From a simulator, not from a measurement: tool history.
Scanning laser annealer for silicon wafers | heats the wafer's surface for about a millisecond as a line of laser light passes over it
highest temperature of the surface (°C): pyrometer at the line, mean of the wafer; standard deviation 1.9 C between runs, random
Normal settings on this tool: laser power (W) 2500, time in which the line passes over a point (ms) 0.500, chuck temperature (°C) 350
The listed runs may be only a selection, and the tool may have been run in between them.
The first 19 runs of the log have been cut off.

run,hour,laser power (W),time in which the line passes over a point (ms),chuck temperature (°C),highest temperature of the surface (°C)
20,787.8,2500,0.500,350,1099
21,833.9,2500,0.500,350,1099
22,864.0,2418,0.447,351,1031
23,899.3,2461,0.426,384,1061
# hour 910.3: optics aligned, line set to its width
24,967.9,2461,0.426,384,1060
25,1025.6,2461,0.426,360,1033
26,1066.4,2500,0.556,332,1113
# hour 1094.4: optics aligned, line set to its width, once more
27,1099.6,2500,0.500,385,1134
28,1156.6,2500,0.500,385,1139
29,1204.5,2500,0.500,385,1131
30,1243.7,2278,0.500,334,1002
31,1297.8,2639,0.539,385,1208
32,1345.8,2310,0.420,315,936
33,1395.3,2358,0.528,373,1086
34,1432.6,2358,0.528,373,1084
35,1465.1,2358,0.528,373,1084
36,1520.2,2358,0.528,373,1080
37,1566.0,2143,0.524,359,982
38,1600.2,2626,0.554,332,1158
39,1664.1,2330,0.373,331,921
40,1711.6,2330,0.373,331,920
41,1760.5,2671,0.545,331,1166

Each row is a separate what-if for the run after 41, all from the same tool condition, not one after another. Results?
A,1816.8,2745,0.582,331,?
B,1816.8,2671,0.567,331,?
C,1816.8,2500,0.468,350,?
D,1816.8,2697,0.451,331,?

run,highest temperature of the surface (°C)
A,1220
B,1178
C,1061
D,1100
With the hidden condition removed and each run's random variation left untouched, the same runs would have given:
run,highest temperature of the surface (°C)
A,1248
B,1205
C,1083
D,1124
